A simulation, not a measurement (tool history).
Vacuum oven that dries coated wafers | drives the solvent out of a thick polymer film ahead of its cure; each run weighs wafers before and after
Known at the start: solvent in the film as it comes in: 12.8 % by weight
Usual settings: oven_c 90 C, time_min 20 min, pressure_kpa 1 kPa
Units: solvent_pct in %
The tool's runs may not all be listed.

run,hour,oven_c,time_min,pressure_kpa,solvent_pct
1,0,90,20,1,1.34
2,10.3,90,20,1,1.34
3,20.3,90,20,1,1.35
4,29.4,90,20,0.54,1.17
5,36,90,20,1.27,1.44
6,41,90,20,1.27,1.46
7,47,90,20,1.27,1.45
8,57.2,90,20,1.27,1.42
9,65.7,90,20,1.69,1.61
# hour 67.8: vacuum gauge cleaned of residue and calibrated
10,76,90,20,1.54,1.55
11,85.7,83,20,1,2.87
12,97.6,83,20,1,2.87
13,107,100,11,1,1.06
14,114.6,100,11,1,1.09
15,121.2,100,11,1,1.09
# hour 125.9: vacuum gauge cleaned of residue and calibrated, once more
16,134.4,87,20,0.77,1.78
17,141.1,87,20,0.77,1.78

The next listed run, before its measurement:
18,152.7,102,16,2.77,?

Run 18 gave solvent_pct 0.86 %.
Without the tool's hidden state the same run would have given solvent_pct 0.97 %.
